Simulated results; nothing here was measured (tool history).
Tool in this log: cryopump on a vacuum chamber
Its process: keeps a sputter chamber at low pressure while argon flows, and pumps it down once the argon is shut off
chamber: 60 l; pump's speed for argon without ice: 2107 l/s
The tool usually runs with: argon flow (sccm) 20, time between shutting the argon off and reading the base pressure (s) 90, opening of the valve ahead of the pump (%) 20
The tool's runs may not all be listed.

run	day	argon flow (sccm)	time between shutting the argon off and reading the base pressure (s)	opening of the valve ahead of the pump (%)	pressure while argon flows (Pa)	pressure after the wait (uPa)
1	0	20	90	20	0.0807	1.09
2	2.342	20	90	20	0.0813	1.09
3	5.792	20	90	20	0.0805	1.11
4	8.167	20	90	20	0.0812	1.16
5	11.254	20	90	20	0.082	1.17
6	12.858	20	90	20	0.0822	1.21
7	16.425	20	90	20	0.0831	1.22
8	18.862	20	90	20	0.0837	1.26
9	21.408	20	90	20	0.0841	1.3
10	24.479	20	90	17	0.0987	1.35
11	26.046	20	186	20	0.0843	1.01
12	29.588	20	186	20	0.0859	1.03
13	32.596	20	186	20	0.0862	1.1
14	34.158	20	186	20	0.0867	1.13
15	37.454	20	186	20	0.0862	1.24
16	40.129	25	21	18	0.1201	4.09
17	43.3	25	21	18	0.1219	3.98
# day 44.354: pump warmed up, emptied and cooled again
18	45.929	25	21	18	0.1137	3.65
19	48.017	12	74	50	0.0209	1.56
20	49.95	22	49	52	0.0342	1.97
21	52.029	23	84	52	0.0371	1.44
22	55.35	23	24	52	0.0369	3.38
23	57.525	23	24	26	0.0721	3.38
24	59.7	24	94	23	0.0868	1.55
25	61.925	24	94	23	0.0862	1.54
26	64.842	32	45	26	0.1035	2.35
27	66.875	20	90	21	0.0808	1.69
28	69.771	34	149	49	0.0633	1.45
29	73.092	24	293	44	0.0495	1.26

Per-run results on a tool with no hidden state, each run keeping its own random variation:
The hidden state here: pump's speed, % of a pump's without ice; cold plate's temperature, K; leak into the chamber, uPa l/s; drift of the gauge itself on working_pa, %; drift of the gauge itself on base_upa, %.
run	pressure while argon flows (Pa)	pressure after the wait (uPa)
1	0.0804	0.87
2	0.0807	0.85
3	0.0795	0.83
4	0.0798	0.87
5	0.0801	0.83
6	0.0801	0.86
7	0.0804	0.82
8	0.0804	0.83
9	0.0804	0.84
10	0.0945	0.85
11	0.0799	0.5
12	0.0807	0.47
13	0.0803	0.47
14	0.0804	0.49
15	0.0791	0.51
16	0.1104	3.31
17	0.1111	3.16
18	0.1133	3.13
19	0.0205	1.01
20	0.0332	1.42
21	0.0357	0.88
22	0.035	2.76
23	0.0698	2.72
24	0.084	0.83
25	0.0829	0.82
26	0.0983	1.57
27	0.0771	0.87
28	0.0562	0.59
29	0.0437	0.35
